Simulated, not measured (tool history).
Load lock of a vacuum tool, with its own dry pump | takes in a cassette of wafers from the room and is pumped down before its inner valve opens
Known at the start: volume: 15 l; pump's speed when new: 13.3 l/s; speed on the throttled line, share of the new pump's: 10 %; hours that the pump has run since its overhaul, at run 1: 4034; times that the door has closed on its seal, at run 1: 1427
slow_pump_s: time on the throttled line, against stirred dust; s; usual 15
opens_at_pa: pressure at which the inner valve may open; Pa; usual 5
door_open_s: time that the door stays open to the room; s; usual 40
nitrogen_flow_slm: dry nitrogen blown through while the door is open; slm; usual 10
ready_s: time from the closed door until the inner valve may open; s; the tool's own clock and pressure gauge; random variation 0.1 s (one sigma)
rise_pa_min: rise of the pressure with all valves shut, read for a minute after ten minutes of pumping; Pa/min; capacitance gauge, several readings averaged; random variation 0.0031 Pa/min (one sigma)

run	hour	slow_pump_s	opens_at_pa	door_open_s	nitrogen_flow_slm	hours that the pump has run since its overhaul	times that the door has closed on its seal	incoming humidity of the room's air, %	ready_s	rise_pa_min
1	0.0	15	5	40	10	4034	1427	47.2	25.30	0.067
2	108.9	15	5	40	10	4143	1696	43.5	25.12	0.056
3	236.0	19	5	40	10	4270	2010	46.4	28.59	0.058
4	398.7	19	5	40	10	4433	2412	49.3	28.67	0.062
5	558.9	19	5	40	10	4593	2808	44.1	28.64	0.065
6	663.2	15	5	40	10	4697	3065	47.0	25.11	0.069
7	779.5	15	4	40	10	4814	3353	49.1	25.40	0.064
8	885.1	15	4	40	10	4919	3613	44.7	25.44	0.061
9	1008.8	15	5	95	10	5043	3919	45.2	25.17	0.100
10	1114.4	15	5	95	10	5149	4180	46.9	25.11	0.106
11	1238.7	15	5	95	10	5273	4486	44.1	25.26	0.097
12	1381.6	15	5	95	10	5416	4839	42.6	25.30	0.097
13	1560.7	15	5	95	10	5595	5282	44.0	25.16	0.105
14	1669.1	11	5	40	10	5703	5549	46.4	21.59	0.070
15	1749.2	15	5	40	6	5783	5747	45.9	25.17	0.069
16	1904.0	15	5	40	6	5938	6129	44.8	25.31	0.072
17	2066.9	27	5	90	10	6101	6532	44.8	36.07	0.099
18	2155.0	27	5	90	10	6189	6749	44.6	35.91	0.097
19	2267.2	27	5	90	10	6301	7026	42.0	36.09	0.094
20	2374.0	27	5	90	10	6408	7290	42.8	36.01	0.098
21	2532.0	15	5	40	37	6566	7680	45.5	25.29	0.043
22	2697.0	15	9	40	19	6731	8088	47.2	24.56	0.060
23	2785.2	15	5	166	19	6819	8306	44.8	25.28	0.118
24	2952.8	15	6	201	8	6987	8720	44.9	24.97	0.174
25	3036.5	15	5	40	4	7071	8926	45.9	25.42	0.078
26	3215.8	15	9	40	4	7250	9369	45.3	24.73	0.080
27	3376.9	17	5	40	10	7411	9767	40.6	27.02	0.065
28	3552.0	17	5	123	10	7586	10199	45.2	27.17	0.129
29	3654.8	10	6	146	16	7689	10453	44.7	20.74	0.117

Forecast each of these 4 alternatives for the next run:
A	3746.5	10	6	146	15	7781	10680	46.1	?	?
B	3746.5	13	9	146	16	7781	10680	41.7	?	?
C	3746.5	19	8	40	10	7781	10680	41.8	?	?
D	3746.5	9	5	208	23	7781	10680	43.5	?	?

run	ready_s	rise_pa_min
A	20.48	0.124
B	22.93	0.118
C	28.53	0.067
D	20.11	0.119
Without the tool's hidden state the same runs would have given:
run	ready_s	rise_pa_min
A	19.79	0.109
B	22.30	0.103
C	27.91	0.053
D	19.40	0.105

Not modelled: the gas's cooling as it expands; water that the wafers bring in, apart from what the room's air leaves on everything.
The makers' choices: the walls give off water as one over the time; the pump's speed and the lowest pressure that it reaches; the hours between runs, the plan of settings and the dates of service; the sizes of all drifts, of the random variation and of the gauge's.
